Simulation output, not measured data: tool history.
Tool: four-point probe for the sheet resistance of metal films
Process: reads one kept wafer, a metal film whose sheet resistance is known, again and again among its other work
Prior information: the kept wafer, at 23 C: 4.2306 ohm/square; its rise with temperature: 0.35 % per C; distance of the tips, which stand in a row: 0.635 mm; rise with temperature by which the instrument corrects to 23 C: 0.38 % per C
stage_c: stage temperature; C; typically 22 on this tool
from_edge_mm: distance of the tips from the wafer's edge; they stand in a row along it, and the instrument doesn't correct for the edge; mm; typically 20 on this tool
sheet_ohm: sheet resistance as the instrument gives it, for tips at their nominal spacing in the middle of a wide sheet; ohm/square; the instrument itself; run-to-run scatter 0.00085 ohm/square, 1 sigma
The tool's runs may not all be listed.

run   hour  stage_c  from_edge_mm  sheet_ohm
  1    0.0       22            20   4.231503
  2   91.3       22            20   4.229959
  3  170.7       22            20   4.227525
  4  281.1       22            20   4.225528
  5  334.0       22            20   4.225671
  6  394.6       22            20   4.223951
  7  477.1       20            32   4.224897
     532.3  -- stage's thermometer calibrated
  8  535.8       18             7   4.253281
  9  625.0       22            11   4.237694
 10  693.5       22            11   4.235233

Selected run-to-run steps in sheet_ohm, each split into two signed amounts: the part the tool would show with no hidden state at all (from settings, incoming material and random variation), and the remainder, which goes to the hidden state together with any gauge scatter not common to the measured and the hidden-state-free results:
Hidden state present: inner tips' distance over the nominal, %; tips' flats over new ones', %; wafer's true temperature over the reading, C; drift of the gauge itself on sheet_ohm, %.
Run 7 -> 8: stage_c 20 -> 18, from_edge_mm 32 -> 7, stage's thermometer calibrated. sheet_ohm +0.028384 ohm/square: hidden state +0.008004, all else +0.020380.
